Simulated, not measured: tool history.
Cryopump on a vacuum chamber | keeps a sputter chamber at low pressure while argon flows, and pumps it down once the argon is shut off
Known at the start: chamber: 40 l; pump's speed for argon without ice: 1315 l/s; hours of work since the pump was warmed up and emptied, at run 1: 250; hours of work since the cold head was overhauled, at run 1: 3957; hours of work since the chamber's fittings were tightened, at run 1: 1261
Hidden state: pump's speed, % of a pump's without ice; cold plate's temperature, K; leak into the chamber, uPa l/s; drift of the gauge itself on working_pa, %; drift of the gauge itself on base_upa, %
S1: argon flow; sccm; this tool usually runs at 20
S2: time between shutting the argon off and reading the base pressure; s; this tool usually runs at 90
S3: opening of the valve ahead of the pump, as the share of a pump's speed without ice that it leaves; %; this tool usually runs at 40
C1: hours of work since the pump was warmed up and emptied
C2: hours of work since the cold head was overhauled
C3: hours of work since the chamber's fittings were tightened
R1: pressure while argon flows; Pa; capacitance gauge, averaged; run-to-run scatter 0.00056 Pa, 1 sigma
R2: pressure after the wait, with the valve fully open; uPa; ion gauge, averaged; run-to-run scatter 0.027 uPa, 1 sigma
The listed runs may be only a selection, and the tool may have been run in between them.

run	hour	S1	S2	S3	C1	C2	C3	R1	R2
1	0.0	20	90	40	250	3957	1261	0.0688	2.45
2	101.2	20	90	40	328	4035	1339	0.0695	2.60
# hour 124.0: pump warmed up, emptied and cooled again
3	233.5	12	90	40	84	4133	1437	0.0402	2.49
4	293.2	20	90	40	130	4179	1483	0.0677	2.63
5	420.8	20	90	18	229	4277	1581	0.1476	2.77
6	475.9	20	90	18	271	4319	1623	0.1460	2.91
# hour 566.7: pump warmed up, emptied and cooled again
7	611.8	20	90	19	35	4420	1724	0.1375	2.75
8	705.1	20	90	19	107	4492	1796	0.1383	2.95
9	768.4	20	90	19	155	4541	1845	0.1393	3.00
10	873.7	20	90	19	237	4622	1926	0.1414	3.16
11	959.5	20	90	19	303	4688	1992	0.1398	3.32
# hour 1010.3: pump warmed up, emptied and cooled again
12	1092.0	20	90	19	63	4786	2090	0.1379	3.04
13	1225.9	20	22	34	166	4890	2194	0.0795	6.24
14	1284.5	20	22	34	211	4935	2239	0.0790	6.41
15	1344.7	20	22	34	258	4981	2285	0.0814	6.46
16	1402.5	8	90	40	302	5026	2330	0.0272	3.61
# hour 1455.0: pump warmed up, emptied and cooled again
17	1475.6	13	164	40	16	5078	2382	0.0420	2.83
18	1606.8	13	164	40	117	5179	2483	0.0437	3.06
19	1666.8	8	46	21	163	5225	2529	0.0505	4.57

For some of the steps in R1 from one run to the next: how much would appear even if the tool had no hidden state, given the settings, what came in and random variation, and how much remains for the hidden state plus any gauge scatter that the measured result and the result without hidden state don't share?
Run 2 -> 3: S1 20 -> 12, pump warmed up, emptied and cooled again. R1 -0.0293 Pa: hidden state -0.0038, all else -0.0255.
Run 4 -> 5: S3 40 -> 18. R1 +0.0799 Pa: hidden state +0.0013, all else +0.0786.
